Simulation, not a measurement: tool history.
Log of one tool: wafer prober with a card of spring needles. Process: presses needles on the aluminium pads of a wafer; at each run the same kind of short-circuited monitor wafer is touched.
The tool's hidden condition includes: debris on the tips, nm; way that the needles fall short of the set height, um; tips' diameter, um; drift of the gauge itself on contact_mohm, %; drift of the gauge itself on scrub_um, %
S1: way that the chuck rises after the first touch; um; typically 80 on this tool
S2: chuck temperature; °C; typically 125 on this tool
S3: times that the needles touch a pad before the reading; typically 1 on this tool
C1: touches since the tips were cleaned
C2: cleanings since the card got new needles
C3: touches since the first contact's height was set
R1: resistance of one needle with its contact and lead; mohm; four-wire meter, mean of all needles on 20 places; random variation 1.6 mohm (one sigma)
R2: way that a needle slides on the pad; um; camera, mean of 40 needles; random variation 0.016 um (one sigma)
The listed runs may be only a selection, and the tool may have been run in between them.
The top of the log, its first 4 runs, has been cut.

Run 5, hour 61.3: usual settings but S3 3; C1 6013; C2 10; C3 17783. Result: R1 192 mohm, R2 17.16 um.
At hour 66.6: tips cleaned on abrasive film.
Run 6, hour 80.5: usual settings; C1 3765; C2 11; C3 22973. Result: R1 238 mohm, R2 17.14 um.
At hour 93.8: tips cleaned on abrasive film.
Run 7, hour 102.1: usual settings but S3 2; C1 2267; C2 12; C3 28830. Result: R1 193 mohm, R2 17.17 um.
Run 8, hour 118.3: usual settings but S2 95 °C; C1 6660; C2 12; C3 33223. Result: R1 257 mohm, R2 17.13 um.
At hour 121.6: tips cleaned on abrasive film.
Run 9, hour 136.4: usual settings but S2 95 °C; C1 4043; C2 13; C3 38131. Result: R1 238 mohm, R2 17.10 um.
At hour 149.1: tips cleaned on abrasive film.
Run 10, hour 158.5: usual settings but S2 95 °C; C1 2557; C2 14; C3 44098. Result: R1 220 mohm, R2 17.12 um.
At hour 176.0: tips cleaned on abrasive film.
Run 11, hour 176.1: usual settings but S2 95 °C; C1 41; C2 15; C3 48871. Result: R1 162 mohm, R2 17.08 um.
Run 12, hour 189.0: usual settings but S2 95 °C; C1 3534; C2 15; C3 52364. Result: R1 237 mohm, R2 17.07 um.
Run 13, hour 199.1: usual settings but S2 37 °C; C1 6283; C2 15; C3 55113. Result: R1 256 mohm, R2 17.08 um.
At hour 202.9: tips cleaned on abrasive film.
Run 14, hour 219.6: usual settings but S2 37 °C; C1 4554; C2 16; C3 60681. Result: R1 239 mohm, R2 17.08 um.
At hour 229.9: tips cleaned on abrasive film.
Run 15, hour 241.1: usual settings; C1 3059; C2 17; C3 66491. Result: R1 229 mohm, R2 17.07 um.
At hour 258.5: tips cleaned on abrasive film.
At hour 260.6: height of the first contact set anew.
Run 16, hour 262.6: usual settings; C1 1032; C2 18; C3 547. Result: R1 191 mohm, R2 17.20 um.
Run 17, hour 282.6: usual settings; C1 6485; C2 18; C3 6000. Result: R1 257 mohm, R2 17.21 um.
At hour 287.2: tips cleaned on abrasive film.
Run 18, hour 299.6: usual settings but S1 69 um, S2 89 °C; C1 3372; C2 19; C3 10596. Result: R1 254 mohm, R2 14.81 um.

The next listed run, before its measurement:
At hour 314.5: tips cleaned on abrasive film.
Run 19, hour 314.5: usual settings but S1 85 um, S2 103 °C, S3 2; C1 0; C2 20; C3 14603. Result: R1 ?, R2 ?.

R1: 160 mohm
R2: 18.25 um
With no hidden state in the tool, this same run would have given R1 154 mohm, R2 18.29 um.
